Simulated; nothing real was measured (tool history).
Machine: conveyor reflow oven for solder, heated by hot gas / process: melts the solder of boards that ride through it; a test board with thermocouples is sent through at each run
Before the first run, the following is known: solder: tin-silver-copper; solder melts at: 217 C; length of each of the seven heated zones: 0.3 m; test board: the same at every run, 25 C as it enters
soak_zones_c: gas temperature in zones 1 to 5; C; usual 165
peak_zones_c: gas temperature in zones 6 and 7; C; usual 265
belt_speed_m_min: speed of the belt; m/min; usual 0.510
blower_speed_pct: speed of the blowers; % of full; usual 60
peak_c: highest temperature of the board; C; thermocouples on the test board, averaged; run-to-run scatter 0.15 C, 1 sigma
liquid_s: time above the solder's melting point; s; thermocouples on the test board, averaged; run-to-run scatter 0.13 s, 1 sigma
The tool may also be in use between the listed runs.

Run 1, day 0.000: usual settings. Result: peak_c 249.5 C, liquid_s 48.6 s.
Run 2, day 1.592: usual settings. Result: peak_c 249.4 C, liquid_s 48.2 s.
Run 3, day 3.850: usual settings. Result: peak_c 249.5 C, liquid_s 48.3 s.
Run 4, day 6.712: usual settings. Result: peak_c 249.3 C, liquid_s 48.4 s.
Run 5, day 8.929: usual settings. Result: peak_c 249.1 C, liquid_s 48.3 s.
Run 6, day 10.200: usual settings but soak_zones_c 176 C. Result: peak_c 251.2 C, liquid_s 53.5 s.
Run 7, day 12.042: usual settings but soak_zones_c 176 C. Result: peak_c 251.3 C, liquid_s 53.3 s.
Run 8, day 14.362: usual settings but soak_zones_c 176 C. Result: peak_c 251.2 C, liquid_s 53.4 s.
Run 9, day 15.812: usual settings but soak_zones_c 176 C. Result: peak_c 250.8 C, liquid_s 53.2 s.
Run 10, day 18.300: usual settings but soak_zones_c 176 C, peak_zones_c 253 C. Result: peak_c 240.4 C, liquid_s 44.8 s.
Run 11, day 20.117: usual settings. Result: peak_c 249.0 C, liquid_s 48.1 s.
Run 12, day 21.342: usual settings. Result: peak_c 249.2 C, liquid_s 48.1 s.
Run 13, day 23.733: usual settings. Result: peak_c 249.1 C, liquid_s 48.3 s.
At day 25.454: flux residue cleaned out of gas plates and filters.
Run 14, day 26.138: usual settings but belt_speed_m_min 0.435 m/min. Result: peak_c 255.1 C, liquid_s 63.3 s.
Run 15, day 27.838: usual settings but belt_speed_m_min 0.435 m/min. Result: peak_c 255.3 C, liquid_s 63.3 s.
Run 16, day 30.433: usual settings but belt_speed_m_min 0.435 m/min. Result: peak_c 255.1 C, liquid_s 63.2 s.
Run 17, day 33.371: usual settings but soak_zones_c 164 C, blower_speed_pct 88 % of full. Result: peak_c 255.3 C, liquid_s 54.1 s.
Run 18, day 36.054: usual settings but soak_zones_c 160 C, peak_zones_c 258 C, belt_speed_m_min 0.439 m/min. Result: peak_c 247.8 C, liquid_s 55.5 s.
Run 19, day 37.996: usual settings but soak_zones_c 160 C, peak_zones_c 258 C, belt_speed_m_min 0.439 m/min. Result: peak_c 247.9 C, liquid_s 55.2 s.
Run 20, day 39.467: usual settings but soak_zones_c 160 C, peak_zones_c 258 C, belt_speed_m_min 0.439 m/min. Result: peak_c 247.7 C, liquid_s 55.4 s.
Run 21, day 41.988: usual settings but peak_zones_c 269 C, belt_speed_m_min 0.425 m/min, blower_speed_pct 81 % of full. Result: peak_c 262.7 C, liquid_s 70.6 s.
Run 22, day 43.950: usual settings but peak_zones_c 269 C, belt_speed_m_min 0.425 m/min, blower_speed_pct 81 % of full. Result: peak_c 262.8 C, liquid_s 70.8 s.
Run 23, day 45.179: usual settings but peak_zones_c 269 C, belt_speed_m_min 0.425 m/min, blower_speed_pct 81 % of full. Result: peak_c 262.5 C, liquid_s 70.5 s.
Run 24, day 47.279: usual settings but peak_zones_c 269 C, belt_speed_m_min 0.425 m/min, blower_speed_pct 81 % of full. Result: peak_c 262.5 C, liquid_s 70.6 s.
Run 25, day 49.158: usual settings but peak_zones_c 269 C, belt_speed_m_min 0.425 m/min, blower_speed_pct 81 % of full. Result: peak_c 262.6 C, liquid_s 70.5 s.
Run 26, day 52.171: usual settings but peak_zones_c 269 C, belt_speed_m_min 0.425 m/min, blower_speed_pct 81 % of full. Result: peak_c 262.7 C, liquid_s 70.3 s.
At day 54.329: flux residue cleaned out of gas plates and filters.
Run 27, day 54.662: usual settings but peak_zones_c 269 C, belt_speed_m_min 0.425 m/min, blower_speed_pct 81 % of full. Result: peak_c 264.0 C, liquid_s 71.6 s.
Run 28, day 55.967: usual settings but peak_zones_c 269 C, belt_speed_m_min 0.425 m/min, blower_speed_pct 81 % of full. Result: peak_c 263.7 C, liquid_s 71.8 s.
At day 56.221: thermocouples of zones 6 and 7 changed.
Run 29, day 57.317: usual settings but peak_zones_c 269 C, belt_speed_m_min 0.425 m/min, blower_speed_pct 81 % of full. Result: peak_c 261.2 C, liquid_s 70.0 s.
Run 30, day 59.192: usual settings but soak_zones_c 162 C, peak_zones_c 263 C. Result: peak_c 247.1 C, liquid_s 46.4 s.
Run 31, day 61.742: usual settings but soak_zones_c 162 C, peak_zones_c 263 C. Result: peak_c 246.7 C, liquid_s 45.8 s.
Run 32, day 64.496: usual settings but soak_zones_c 155 C, peak_zones_c 263 C, belt_speed_m_min 0.473 m/min, blower_speed_pct 59 % of full. Result: peak_c 248.1 C, liquid_s 49.1 s.

Consider 3 possible next runs. They are alternatives, not a sequence: every one starts from the tool as it was left by run 32. What does each give?
Run A, day 65.708: usual settings but blower_speed_pct 85 % of full. Result: peak_c ?, liquid_s ?.
Run B, day 65.708: usual settings but soak_zones_c 155 C, peak_zones_c 267 C, belt_speed_m_min 0.494 m/min, blower_speed_pct 59 % of full. Result: peak_c ?, liquid_s ?.
Run C, day 65.708: usual settings but belt_speed_m_min 0.428 m/min, blower_speed_pct 65 % of full. Result: peak_c ?, liquid_s ?.

run  peak_c  liquid_s
  A   253.7      53.0
  B   250.3      48.3
  C   255.3      65.1
Take away the tool's hidden state, keep each run's random variation, and the runs would have read:
run  peak_c  liquid_s
  A   254.0      52.7
  B   250.5      47.9
  C   255.5      64.6
